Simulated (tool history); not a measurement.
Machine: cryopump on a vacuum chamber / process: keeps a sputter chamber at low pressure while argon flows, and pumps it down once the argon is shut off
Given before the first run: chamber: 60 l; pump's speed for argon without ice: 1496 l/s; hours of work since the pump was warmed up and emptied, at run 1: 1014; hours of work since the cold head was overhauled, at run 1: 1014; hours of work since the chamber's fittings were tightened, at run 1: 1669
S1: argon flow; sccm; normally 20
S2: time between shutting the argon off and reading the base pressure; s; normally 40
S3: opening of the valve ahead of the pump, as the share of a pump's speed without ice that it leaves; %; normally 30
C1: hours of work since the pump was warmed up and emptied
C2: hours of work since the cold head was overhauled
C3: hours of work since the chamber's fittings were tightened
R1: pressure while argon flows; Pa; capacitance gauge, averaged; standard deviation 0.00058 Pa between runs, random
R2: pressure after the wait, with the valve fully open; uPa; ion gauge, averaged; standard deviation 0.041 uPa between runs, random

run 1 day=0.000 | S1=20 S2=40 S3=30 | C1=1014 C2=1014 C3=1669 | R1=0.0840 R2=5.26
run 2 day=1.200 | S1=23 S2=40 S3=30 | C1=1031 C2=1031 C3=1685 | R1=0.0963 R2=5.34
run 3 day=2.608 | S1=21 S2=40 S3=30 | C1=1050 C2=1050 C3=1704 | R1=0.0881 R2=5.41
run 4 day=4.288 | S1=20 S2=40 S3=30 | C1=1072 C2=1072 C3=1726 | R1=0.0845 R2=5.45
run 5 day=6.025 | S1=20 S2=40 S3=30 | C1=1096 C2=1096 C3=1750 | R1=0.0842 R2=5.42
run 6 day=7.842 | S1=20 S2=40 S3=30 | C1=1120 C2=1120 C3=1774 | R1=0.0850 R2=5.41
run 7 day=9.717 | S1=20 S2=40 S3=25 | C1=1146 C2=1146 C3=1800 | R1=0.1005 R2=5.54
-- day=10.825 pump warmed up, emptied and cooled again
run 8 day=11.254 | S1=20 S2=36 S3=30 | C1=6 C2=1164 C3=1818 | R1=0.0763 R2=4.83
run 9 day=12.850 | S1=20 S2=36 S3=30 | C1=27 C2=1185 C3=1839 | R1=0.0762 R2=4.86
run 10 day=13.912 | S1=20 S2=40 S3=30 | C1=42 C2=1199 C3=1854 | R1=0.0758 R2=4.69
run 11 day=15.375 | S1=20 S2=40 S3=30 | C1=61 C2=1219 C3=1873 | R1=0.0757 R2=4.79
run 12 day=17.038 | S1=20 S2=40 S3=30 | C1=84 C2=1242 C3=1896 | R1=0.0756 R2=4.84
run 13 day=18.321 | S1=20 S2=40 S3=30 | C1=101 C2=1259 C3=1913 | R1=0.0767 R2=4.80
run 14 day=19.567 | S1=26 S2=53 S3=38 | C1=118 C2=1276 C3=1930 | R1=0.0789 R2=4.28
run 15 day=20.767 | S1=26 S2=53 S3=38 | C1=134 C2=1292 C3=1946 | R1=0.0796 R2=4.26
run 16 day=22.558 | S1=26 S2=53 S3=38 | C1=158 C2=1316 C3=1970 | R1=0.0783 R2=4.50
run 17 day=24.350 | S1=26 S2=29 S3=26 | C1=183 C2=1340 C3=1995 | R1=0.1143 R2=5.72
run 18 day=25.892 | S1=22 S2=240 S3=30 | C1=203 C2=1361 C3=2015 | R1=0.0851 R2=3.18
run 19 day=27.671 | S1=30 S2=240 S3=27 | C1=227 C2=1385 C3=2039 | R1=0.1283 R2=3.25
run 20 day=29.121 | S1=10 S2=20 S3=19 | C1=247 C2=1405 C3=2059 | R1=0.0612 R2=7.21
-- day=29.367 leaking fittings of the chamber tightened, without venting
run 21 day=30.233 | S1=10 S2=40 S3=30 | C1=261 C2=1419 C3=12 | R1=0.0388 R2=2.49
run 22 day=31.512 | S1=10 S2=40 S3=30 | C1=278 C2=1436 C3=29 | R1=0.0394 R2=2.50
run 23 day=32.675 | S1=10 S2=40 S3=30 | C1=294 C2=1452 C3=45 | R1=0.0389 R2=2.48
run 24 day=33.633 | S1=10 S2=47 S3=15 | C1=307 C2=1465 C3=58 | R1=0.0763 R2=2.13
run 25 day=34.908 | S1=20 S2=27 S3=30 | C1=324 C2=1482 C3=75 | R1=0.0773 R2=3.55

Branching from run 25: 5 alternative next runs. What would each branch give?
run A day=36.662 | S1=33 S2=48 S3=30 | C1=348 C2=1506 C3=99 | R1=? R2=?
run B day=36.662 | S1=21 S2=40 S3=18 | C1=348 C2=1506 C3=99 | R1=? R2=?
run C day=36.662 | S1=13 S2=40 S3=28 | C1=348 C2=1506 C3=99 | R1=? R2=?
run D day=36.662 | S1=39 S2=40 S3=30 | C1=348 C2=1506 C3=99 | R1=? R2=?
run E day=36.662 | S1=33 S2=38 S3=24 | C1=348 C2=1506 C3=99 | R1=? R2=?

run=A R1=0.1286 R2=2.19
run=B R1=0.1338 R2=2.57
run=C R1=0.0536 R2=2.56
run=D R1=0.1520 R2=2.60
run=E R1=0.1596 R2=2.69
Take away the tool's hidden state, keep each run's random variation, and the runs would have read:
run=A R1=0.1243 R2=2.02
run=B R1=0.1310 R2=2.39
run=C R1=0.0519 R2=2.39
run=D R1=0.1469 R2=2.42
run=E R1=0.1554 R2=2.52
